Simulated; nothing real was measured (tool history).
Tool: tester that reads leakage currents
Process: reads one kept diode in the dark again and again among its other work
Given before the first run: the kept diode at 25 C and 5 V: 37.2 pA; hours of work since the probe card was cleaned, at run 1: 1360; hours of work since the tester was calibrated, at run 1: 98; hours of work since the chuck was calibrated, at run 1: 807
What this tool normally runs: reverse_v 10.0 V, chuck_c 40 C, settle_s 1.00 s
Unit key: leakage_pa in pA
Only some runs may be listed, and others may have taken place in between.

| run | hour | reverse_v | chuck_c | settle_s | hours of work since the probe card was cleaned | hours of work since the tester was calibrated | hours of work since the chuck was calibrated | leakage_pa |
|---|---|---|---|---|---|---|---|---|
| 1 | 0.0 | 10.0 | 40 | 1.00 | 1360 | 98 | 807 | 145.41 |
| 2 | 22.0 | 10.0 | 40 | 1.00 | 1371 | 108 | 817 | 145.60 |
| 3 | 47.9 | 10.0 | 40 | 8.88 | 1383 | 121 | 830 | 142.09 |
| 4 | 78.0 | 10.0 | 40 | 8.88 | 1398 | 135 | 844 | 142.51 |
|  | 83.7 | chuck's temperature calibrated |
| 5 | 117.6 | 10.0 | 40 | 1.00 | 1416 | 154 | 16 | 145.09 |
| 6 | 140.5 | 10.0 | 40 | 1.00 | 1427 | 165 | 28 | 143.98 |
| 7 | 180.5 | 10.0 | 40 | 1.00 | 1447 | 184 | 47 | 145.53 |
| 8 | 214.2 | 10.0 | 40 | 1.00 | 1463 | 200 | 63 | 145.38 |
| 9 | 238.5 | 10.0 | 40 | 1.00 | 1475 | 212 | 75 | 145.20 |
| 10 | 255.4 | 10.0 | 40 | 0.31 | 1483 | 220 | 83 | 151.41 |
| 11 | 296.9 | 10.0 | 40 | 0.31 | 1503 | 240 | 103 | 150.26 |
| 12 | 327.0 | 10.0 | 40 | 0.31 | 1518 | 255 | 118 | 150.69 |
| 13 | 356.5 | 10.0 | 40 | 1.00 | 1532 | 269 | 132 | 144.46 |
| 14 | 373.7 | 10.0 | 40 | 1.00 | 1540 | 278 | 140 | 145.50 |
| 15 | 406.1 | 10.0 | 40 | 1.00 | 1556 | 293 | 156 | 145.22 |
| 16 | 428.2 | 10.0 | 40 | 1.00 | 1567 | 304 | 167 | 144.91 |
| 17 | 454.1 | 10.0 | 23 | 1.00 | 1579 | 317 | 179 | 44.93 |
| 18 | 493.5 | 10.0 | 23 | 1.00 | 1598 | 336 | 199 | 44.83 |
| 19 | 520.1 | 10.0 | 23 | 1.00 | 1611 | 349 | 211 | 44.74 |
| 20 | 542.5 | 10.0 | 23 | 1.00 | 1622 | 359 | 222 | 44.63 |
| 21 | 560.2 | 10.0 | 23 | 1.00 | 1631 | 368 | 231 | 44.72 |
| 22 | 596.1 | 3.4 | 39 | 1.00 | 1648 | 385 | 248 | 87.04 |
| 23 | 618.2 | 3.4 | 39 | 1.00 | 1659 | 396 | 259 | 86.91 |
| 24 | 637.6 | 7.4 | 40 | 1.13 | 1668 | 405 | 268 | 127.98 |
| 25 | 678.3 | 2.7 | 25 | 0.72 | 1688 | 425 | 288 | 29.73 |
| 26 | 718.0 | 2.7 | 39 | 0.72 | 1707 | 444 | 307 | 79.34 |
| 27 | 736.0 | 1.4 | 39 | 0.41 | 1716 | 453 | 316 | 61.00 |
| 28 | 754.1 | 12.9 | 50 | 0.41 | 1725 | 462 | 325 | 309.70 |
| 29 | 774.7 | 12.9 | 50 | 0.41 | 1735 | 472 | 335 | 311.23 |
| 30 | 797.4 | 15.0 | 50 | 1.74 | 1746 | 483 | 346 | 324.31 |
| 31 | 815.9 | 15.0 | 50 | 1.74 | 1755 | 492 | 355 | 324.75 |
| 32 | 850.5 | 12.5 | 44 | 0.41 | 1771 | 509 | 371 | 210.78 |
| 33 | 883.2 | 12.5 | 44 | 0.41 | 1787 | 524 | 387 | 210.43 |
| 34 | 924.5 | 12.5 | 44 | 0.41 | 1807 | 544 | 407 | 210.63 |
| 35 | 960.2 | 12.5 | 44 | 0.41 | 1824 | 562 | 425 | 210.50 |
| 36 | 977.4 | 12.5 | 44 | 0.41 | 1833 | 570 | 433 | 209.64 |
| 37 | 996.6 | 10.0 | 40 | 0.72 | 1842 | 579 | 442 | 146.00 |
| 38 | 1018.0 | 17.4 | 28 | 1.90 | 1852 | 590 | 453 | 79.32 |
| 39 | 1051.2 | 17.4 | 28 | 9.96 | 1869 | 606 | 469 | 77.52 |
| 40 | 1091.2 | 1.2 | 48 | 0.76 | 1888 | 625 | 488 | 103.11 |
| 41 | 1109.6 | 1.2 | 48 | 0.76 | 1897 | 634 | 497 | 103.15 |

Hidden state at the last listed run before each entry between runs and at the first one after, where it differs:
Between runs 4 and 5: chuck's temperature calibrated (hour 83.7)
  true chuck temperature over the reading, C: 0.01 -> 0
